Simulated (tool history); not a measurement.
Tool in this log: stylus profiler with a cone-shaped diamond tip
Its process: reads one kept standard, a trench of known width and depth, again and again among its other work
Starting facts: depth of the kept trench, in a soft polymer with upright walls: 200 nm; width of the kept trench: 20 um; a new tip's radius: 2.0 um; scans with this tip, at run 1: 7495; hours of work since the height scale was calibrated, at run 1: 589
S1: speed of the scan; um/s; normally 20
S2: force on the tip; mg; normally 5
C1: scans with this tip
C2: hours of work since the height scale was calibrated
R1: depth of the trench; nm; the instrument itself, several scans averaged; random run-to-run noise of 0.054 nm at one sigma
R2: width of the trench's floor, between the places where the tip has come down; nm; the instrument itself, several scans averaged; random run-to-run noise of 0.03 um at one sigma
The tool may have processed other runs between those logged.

run,day,S1,S2,C1,C2,R1,R2
1,0,20,5,7495,589,205.3,18000
2,1.171,56,5,7776,611,205.38,17880
3,3.15,56,5,8251,649,205.26,17920
4,4.054,56,5,8469,666,205.34,17880
5,4.967,20,5.24,8687,683,205.46,17950
6,6.45,20,5.24,9044,711,205.47,17950
7,8.133,20,5.24,9448,743,205.46,17950
8,10.083,20,5.24,9917,779,205.59,17880
9,11.683,72,5,10302,810,205.47,17780
10,13.625,20,5.58,10768,846,205.79,17810
11,14.967,20,5.58,11091,872,205.87,17890
12,16.004,20,2.64,11340,891,203.81,17890
13,17.525,37,2.64,11705,920,203.88,17800
14,19.571,37,2.64,12196,959,203.89,17770
15,20.579,37,2.64,12439,978,203.83,17790
16,22.562,37,2.64,12915,1015,203.92,17730
17,23.433,20,9.48,13124,1031,208.11,17830
18,24.742,20,9.48,13439,1056,208.2,17770
19,25.646,20,9.48,13656,1073,208.14,17830
20,26.862,22,13.3,13948,1096,210,17850
21,28.588,22,3.74,14362,1129,204.82,17770
22,30.554,58,5,14835,1166,205.69,17700
23,32.042,58,5,15192,1194,205.68,17740
24,33.146,58,5,15457,1215,205.69,17670
# day 33.258: height scale calibrated on a step standard
25,34.538,10,3.4,15786,24,205.27,17760
26,36.379,10,3.4,16229,59,205.25,17710
# day 37.879: height scale calibrated on a step standard, once more
27,38.412,10,3.4,16713,10,203.72,17690
28,39.892,12,5,17068,38,204.77,17740
29,41.908,5,5,17552,76,204.82,17760
30,43.696,5,5,17982,110,204.8,17700
31,44.546,5,5,18186,126,204.73,17710
32,46.058,20,11.92,18549,154,208.66,17660
33,47.858,41,13.06,18982,188,209.16,17640
34,49.212,41,13.06,19307,214,209.14,17660
35,50.212,41,13.06,19548,233,209.13,17590
36,52.088,70,3.68,19998,268,204.02,17510
37,53.154,70,3.68,20254,288,204,17500

Had the tool no unlogged condition, and each run kept its random variation, what would the results have been?
Hidden conditions of the tool in this case: radius of the tip, um; height scale over the true one, %; drift of the gauge itself on depth_nm, %; drift of the gauge itself on floor_um, %.
run,R1,R2
1,204.79,18240
2,204.85,18130
3,204.71,18180
4,204.77,18150
5,204.88,18230
6,204.87,18240
7,204.83,18250
8,204.94,18200
9,204.79,18110
10,205.08,18150
11,205.15,18240
12,203.08,18250
13,203.14,18170
14,203.12,18150
15,203.04,18190
16,203.1,18130
17,207.27,18240
18,207.34,18190
19,207.26,18260
20,209.09,18290
21,203.91,18220
22,204.75,18160
23,204.72,18210
24,204.71,18150
25,203.69,18250
26,203.64,18210
27,203.72,18200
28,204.75,18270
29,204.78,18290
30,204.73,18250
31,204.64,18260
32,208.55,18230
33,209.02,18220
34,208.99,18250
35,208.97,18180
36,203.83,18120
37,203.8,18110
